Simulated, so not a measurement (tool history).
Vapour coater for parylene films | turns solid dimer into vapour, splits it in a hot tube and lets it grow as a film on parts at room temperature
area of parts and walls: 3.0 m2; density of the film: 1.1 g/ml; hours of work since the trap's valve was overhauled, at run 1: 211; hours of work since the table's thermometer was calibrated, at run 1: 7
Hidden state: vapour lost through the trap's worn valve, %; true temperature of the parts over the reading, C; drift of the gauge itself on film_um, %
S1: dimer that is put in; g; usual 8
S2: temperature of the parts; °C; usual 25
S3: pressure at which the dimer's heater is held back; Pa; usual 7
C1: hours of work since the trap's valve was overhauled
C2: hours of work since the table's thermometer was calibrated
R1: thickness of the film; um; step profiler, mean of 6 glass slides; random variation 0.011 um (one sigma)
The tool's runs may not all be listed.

| run | hour | S1 | S2 | S3 | C1 | C2 | R1 |
|---|---|---|---|---|---|---|---|
| 1 | 0 | 8 | 25 | 7 | 211 | 7 | 1.13 |
| 2 | 20.1 | 8 | 25 | 7 | 220 | 16 | 1.12 |
| 3 | 35.1 | 8 | 21 | 7 | 227 | 23 | 1.38 |
| 4 | 48.4 | 8 | 21 | 7 | 233 | 29 | 1.36 |
| 5 | 71.8 | 8 | 25 | 7 | 244 | 39 | 1.17 |
| 6 | 84.9 | 8 | 25 | 7 | 250 | 45 | 1.11 |
| 7 | 105.3 | 10 | 25 | 7 | 259 | 55 | 1.42 |
| 8 | 116.6 | 5 | 34 | 7 | 264 | 60 | 0.47 |
| 9 | 133.6 | 11 | 29 | 7 | 272 | 67 | 1.33 |
|  | 148.2 | trap's valve overhauled |
| 10 | 160 | 13 | 25 | 2.2 | 5 | 78 | 2.28 |
| 11 | 172.2 | 13 | 25 | 2.2 | 11 | 83 | 2.26 |
| 12 | 196.4 | 13 | 25 | 2.2 | 22 | 94 | 2.28 |
| 13 | 220.5 | 8 | 31 | 7 | 33 | 105 | 0.86 |

Forecast each of these 3 alternatives for the next run:
| A | 239.9 | 6 | 25 | 7 | 42 | 114 | ? |
| B | 239.9 | 4 | 28 | 2.67 | 42 | 114 | ? |
| C | 239.9 | 4 | 22 | 3.15 | 42 | 114 | ? |

| run | R1 |
|---|---|
| A | 0.85 |
| B | 0.6 |
| C | 0.74 |
Without the tool's hidden state the same runs would have given:
| run | R1 |
|---|---|
| A | 0.85 |
| B | 0.6 |
| C | 0.74 |
